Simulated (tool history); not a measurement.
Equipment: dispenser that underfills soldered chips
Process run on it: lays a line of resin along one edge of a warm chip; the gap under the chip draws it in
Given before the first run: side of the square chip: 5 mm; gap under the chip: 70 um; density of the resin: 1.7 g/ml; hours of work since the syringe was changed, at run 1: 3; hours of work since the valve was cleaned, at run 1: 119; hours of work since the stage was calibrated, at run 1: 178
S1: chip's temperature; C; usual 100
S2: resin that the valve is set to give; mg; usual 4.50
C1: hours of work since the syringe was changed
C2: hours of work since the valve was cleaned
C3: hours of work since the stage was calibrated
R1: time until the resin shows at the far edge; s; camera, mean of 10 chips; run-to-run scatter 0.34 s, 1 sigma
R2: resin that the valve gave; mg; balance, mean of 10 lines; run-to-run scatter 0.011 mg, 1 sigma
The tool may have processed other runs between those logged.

run	day	S1	S2	C1	C2	C3	R1	R2
1	0.000	100	4.50	3	119	178	19.6	4.29
2	0.142	100	4.50	5	121	181	22.4	4.32
3	0.362	100	4.50	8	124	184	27.9	4.28
# day 0.412: new syringe of resin
4	0.629	100	5.53	3	128	188	19.6	5.25
# day 0.842: dispensing valve cleaned and set on the balance
5	0.850	100	5.53	6	0	190	23.9	5.55
# day 1.062: new syringe of resin
6	1.138	100	5.53	1	4	194	16.4	5.53
7	1.375	100	5.53	5	8	198	21.2	5.52
8	1.588	100	5.53	8	11	201	28.1	5.51
# day 1.654: new syringe of resin
9	1.908	100	4.47	4	15	206	21.4	4.45
10	2.158	100	4.47	7	19	209	28.0	4.44
# day 2.250: new syringe of resin
11	2.404	100	4.47	2	23	213	18.6	4.44
12	2.608	100	4.47	5	26	216	23.5	4.44
13	2.746	100	4.50	7	28	218	27.1	4.45
# day 2.850: new syringe of resin
14	2.933	96	4.50	1	30	220	21.6	4.45
15	3.158	100	4.50	5	34	224	22.3	4.45
16	3.312	100	4.50	7	36	226	26.1	4.44
# day 3.458: new syringe of resin
17	3.467	100	4.03	0	38	228	16.7	3.96
18	3.733	100	4.50	4	42	232	21.7	4.44
19	3.904	99	5.11	7	45	235	27.5	5.02
# day 4.075: new syringe of resin
20	4.125	99	5.11	1	48	238	17.4	5.00
21	4.412	97	4.50	5	52	242	26.7	4.42
22	4.633	97	4.50	8	55	245	33.5	4.40
# day 4.667: new syringe of resin
23	4.921	97	4.50	4	59	249	24.7	4.41
24	5.158	113	5.52	7	63	253	15.1	5.39
# day 5.267: new syringe of resin
25	5.317	87	5.62	1	65	255	30.2	5.48
26	5.608	87	5.62	5	69	259	41.1	5.46
# day 5.871: new syringe of resin
27	5.921	106	4.50	1	74	264	13.3	4.35
28	6.104	114	5.70	3	77	267	11.2	5.52
29	6.312	88	5.63	7	80	270	43.8	5.46
# day 6.471: new syringe of resin
30	6.521	88	5.63	1	83	273	29.3	5.45
31	6.762	104	4.10	4	86	276	19.2	3.96
32	6.938	103	5.32	7	89	279	23.1	5.15
# day 7.071: new syringe of resin
33	7.188	87	5.78	2	92	282	32.7	5.57
34	7.500	100	3.83	6	97	287	27.3	3.67
# day 7.662: new syringe of resin
35	7.746	100	3.83	1	100	290	18.8	3.68

Branching from run 35: 4 alternative next runs. What would each branch give?
A	8.050	108	4.97	6	105	295	?	?
B	8.050	93	5.48	6	105	295	?	?
C	8.050	103	5.47	6	105	295	?	?
D	8.050	92	5.67	6	105	295	?	?

run	R1	R2
A	18.1	4.76
B	33.5	5.25
C	21.4	5.24
D	35.3	5.44
Stripped of hidden state, with their random variation kept, the same runs would have yielded:
run	R1	R2
A	11.2	4.97
B	20.2	5.48
C	12.8	5.47
D	21.2	5.68
